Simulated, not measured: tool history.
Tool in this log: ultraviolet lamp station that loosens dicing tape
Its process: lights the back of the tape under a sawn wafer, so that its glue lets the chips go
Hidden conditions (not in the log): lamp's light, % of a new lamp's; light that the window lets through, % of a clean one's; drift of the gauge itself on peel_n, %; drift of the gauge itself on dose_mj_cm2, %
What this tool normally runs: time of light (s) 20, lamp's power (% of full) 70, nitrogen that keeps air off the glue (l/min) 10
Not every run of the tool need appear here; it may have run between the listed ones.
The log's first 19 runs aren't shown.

run   hour  time of light (s)  lamp's power (% of full)  nitrogen that keeps air off the glue (l/min)  hours of work of the lamp  hours of work since the window was cleaned  force that peels the tape off (N)  light that reached the tape (mJ/cm²)
 20  278.0                 12                        63                                             7                        167                                         216                              0.960                                   243
     279.5  -- window cleaned of glue's vapour
 21  287.1                 20                        83                                             9                        172                                           4                              0.255                                   520
 22  306.0                 20                        83                                             9                        183                                          15                              0.244                                   516
 23  326.4                 20                        83                                             9                        195                                          27                              0.260                                   522
 24  340.8                 16                        84                                             4                        203                                          35                              0.501                                   414
     343.8  -- window cleaned of glue's vapour, once more
 25  352.5                 16                        84                                             4                        210                                           5                              0.446                                   438
 26  366.5                 39                        70                                             5                        218                                          13                              0.166                                   875
 27  381.9                 29                        78                                             9                        227                                          22                              0.175                                   729
 28  399.8                 29                        78                                             9                        237                                          32                              0.171                                   716
 29  408.7                 27                        86                                             8                        242                                          37                              0.165                                   742
 30  419.8                 19                        70                                            16                        248                                          44                              0.286                                   429
 31  434.4                 22                        62                                             7                        257                                          52                              0.364                                   429
 32  453.5                 11                        82                                             6                        268                                          63                              0.795                                   282

Here are 4 independent what-if runs from the current tool condition. What would each one return?
  A  471.9                 34                        78                                             4                        278                                          74                                  ?                                     ?
  B  471.9                 28                        64                                            15                        278                                          74                                  ?                                     ?
  C  471.9                 20                        62                                             8                        278                                          74                                  ?                                     ?
  D  471.9                 16                        70                                            10                        278                                          74                                  ?                                     ?

run  force that peels the tape off (N)  light that reached the tape (mJ/cm²)
  A                              0.166                                   841
  B                              0.188                                   565
  C                              0.405                                   386
  D                              0.458                                   351
With no hidden state in the tool, these same runs would have given:
run  force that peels the tape off (N)  light that reached the tape (mJ/cm²)
  A                              0.156                                   911
  B                              0.172                                   612
  C                              0.350                                   418
  D                              0.396                                   381

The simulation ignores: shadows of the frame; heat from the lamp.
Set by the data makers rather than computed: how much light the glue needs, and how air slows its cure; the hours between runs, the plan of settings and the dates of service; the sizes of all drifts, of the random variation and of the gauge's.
